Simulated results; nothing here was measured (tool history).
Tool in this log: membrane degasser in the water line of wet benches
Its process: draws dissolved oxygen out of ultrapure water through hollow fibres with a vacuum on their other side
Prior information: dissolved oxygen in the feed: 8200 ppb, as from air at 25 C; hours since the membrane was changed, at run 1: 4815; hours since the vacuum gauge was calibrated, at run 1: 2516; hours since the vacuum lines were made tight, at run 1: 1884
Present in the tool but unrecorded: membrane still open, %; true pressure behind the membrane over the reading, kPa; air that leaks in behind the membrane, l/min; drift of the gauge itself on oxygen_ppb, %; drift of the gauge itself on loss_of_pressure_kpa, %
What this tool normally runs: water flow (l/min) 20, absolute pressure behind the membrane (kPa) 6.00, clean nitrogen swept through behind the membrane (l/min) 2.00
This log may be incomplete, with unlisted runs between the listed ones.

run	hour	water flow (l/min)	absolute pressure behind the membrane (kPa)	clean nitrogen swept through behind the membrane (l/min)	hours since the membrane was changed	hours since the vacuum gauge was calibrated	hours since the vacuum lines were made tight	dissolved oxygen in the water behind the degasser (ppb)	pressure that the water loses in the fibres (kPa)
1	0.0	20	6.00	2.00	4815	2516	1884	321.4	29.71
2	92.6	20	6.00	2.00	4907	2609	1977	321.9	29.75
3	154.1	25	6.00	2.00	4969	2671	2038	433.2	36.95
4	240.4	25	6.00	2.00	5055	2757	2124	429.7	36.84
# hour 252.8: vacuum gauge calibrated
5	371.4	20	6.00	2.00	5186	119	2255	322.3	29.63
6	459.6	20	6.00	3.43	5274	207	2343	302.8	29.30
7	560.2	19	10.27	3.43	5374	307	2444	329.9	27.91
8	675.3	15	9.54	1.48	5490	423	2559	314.9	22.31
# hour 699.8: vacuum gauge calibrated, once more
9	798.9	20	7.75	1.48	5613	99	2682	387.0	29.67
10	918.0	28	9.50	1.06	5732	218	2801	720.6	41.27

Predict each of these 5 candidate next runs independently; none follows another, all start after run 10:
A	1039.7	26	14.88	2.00	5853	340	2923	?	?
B	1039.7	19	6.00	0.98	5853	340	2923	?	?
C	1039.7	20	6.56	2.00	5853	340	2923	?	?
D	1039.7	15	8.66	4.37	5853	340	2923	?	?
E	1039.7	17	9.50	0.88	5853	340	2923	?	?

run	dissolved oxygen in the water behind the degasser (ppb)	pressure that the water loses in the fibres (kPa)
A	689.5	38.72
B	360.8	28.35
C	344.6	30.14
D	215.2	22.32
E	464.9	25.14
Without the tool's unlogged condition, the same runs would have read:
run	dissolved oxygen in the water behind the degasser (ppb)	pressure that the water loses in the fibres (kPa)
A	630.1	36.61
B	315.9	26.80
C	296.3	28.50
D	180.6	21.10
E	425.0	23.76

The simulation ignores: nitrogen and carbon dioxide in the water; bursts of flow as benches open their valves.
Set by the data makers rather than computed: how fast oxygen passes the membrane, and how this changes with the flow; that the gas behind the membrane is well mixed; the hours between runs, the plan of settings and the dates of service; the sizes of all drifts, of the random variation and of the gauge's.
